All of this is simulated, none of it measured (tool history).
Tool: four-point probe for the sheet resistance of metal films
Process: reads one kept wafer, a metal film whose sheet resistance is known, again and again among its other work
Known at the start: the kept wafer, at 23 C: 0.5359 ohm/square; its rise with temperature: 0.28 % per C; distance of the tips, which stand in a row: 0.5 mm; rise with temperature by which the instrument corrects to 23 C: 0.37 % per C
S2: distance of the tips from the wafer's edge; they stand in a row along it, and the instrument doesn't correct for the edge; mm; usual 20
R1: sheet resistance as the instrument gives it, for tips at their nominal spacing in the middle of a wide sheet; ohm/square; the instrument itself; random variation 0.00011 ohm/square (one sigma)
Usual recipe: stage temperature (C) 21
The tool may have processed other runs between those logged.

{"run": 1, "hour": 0.0, "stage temperature (C)": 21, "S2": 20, "R1": 0.536622}
{"run": 2, "hour": 9.6, "stage temperature (C)": 25, "S2": 20, "R1": 0.534543}
{"run": 3, "hour": 27.7, "stage temperature (C)": 25, "S2": 20, "R1": 0.534735}
{"run": 4, "hour": 43.8, "stage temperature (C)": 25, "S2": 9, "R1": 0.535385}
{"run": 5, "hour": 54.7, "stage temperature (C)": 25, "S2": 9, "R1": 0.535289}
{"run": 6, "hour": 62.0, "stage temperature (C)": 25, "S2": 9, "R1": 0.535324}
{"run": 7, "hour": 78.4, "stage temperature (C)": 19, "S2": 20, "R1": 0.537826}
{"run": 8, "hour": 86.0, "stage temperature (C)": 21, "S2": 5, "R1": 0.539038}
{"run": 9, "hour": 103.6, "stage temperature (C)": 21, "S2": 20, "R1": 0.536735}
{"run": 10, "hour": 120.2, "stage temperature (C)": 21, "S2": 48, "R1": 0.536329}
{"run": 11, "hour": 128.7, "stage temperature (C)": 21, "S2": 48, "R1": 0.536559}
{"run": 12, "hour": 147.0, "stage temperature (C)": 21, "S2": 27, "R1": 0.536483}
{"run": 13, "hour": 163.0, "stage temperature (C)": 31, "S2": 4, "R1": 0.535808}
{"run": 14, "hour": 174.7, "stage temperature (C)": 22, "S2": 36, "R1": 0.536022}
{"run": 15, "hour": 191.2, "stage temperature (C)": 22, "S2": 36, "R1": 0.535927}
{"run": 16, "hour": 204.0, "stage temperature (C)": 22, "S2": 36, "R1": 0.535641}
{"run": 17, "hour": 218.0, "stage temperature (C)": 22, "S2": 36, "R1": 0.535664}
{"run": 18, "hour": 236.2, "stage temperature (C)": 18, "S2": 8, "R1": 0.53901}
{"run": 19, "hour": 250.8, "stage temperature (C)": 22, "S2": 58, "R1": 0.535726}
{"run": 20, "hour": 265.9, "stage temperature (C)": 25, "S2": 5, "R1": 0.537031}
{"run": 21, "hour": 282.0, "stage temperature (C)": 29, "S2": 5, "R1": 0.535204}

Forecast each of these 3 alternatives for the next run:
{"run": "A", "hour": 293.3, "stage temperature (C)": 34, "S2": 43, "R1": "?"}
{"run": "B", "hour": 293.3, "stage temperature (C)": 32, "S2": 4, "R1": "?"}
{"run": "C", "hour": 293.3, "stage temperature (C)": 20, "S2": 7, "R1": "?"}

run=A R1=0.529764
run=B R1=0.535181
run=C R1=0.538241
With the hidden condition removed and each run's random variation left untouched, the same runs would have given:
run=A R1=0.530437
run=B R1=0.535858
run=C R1=0.538911

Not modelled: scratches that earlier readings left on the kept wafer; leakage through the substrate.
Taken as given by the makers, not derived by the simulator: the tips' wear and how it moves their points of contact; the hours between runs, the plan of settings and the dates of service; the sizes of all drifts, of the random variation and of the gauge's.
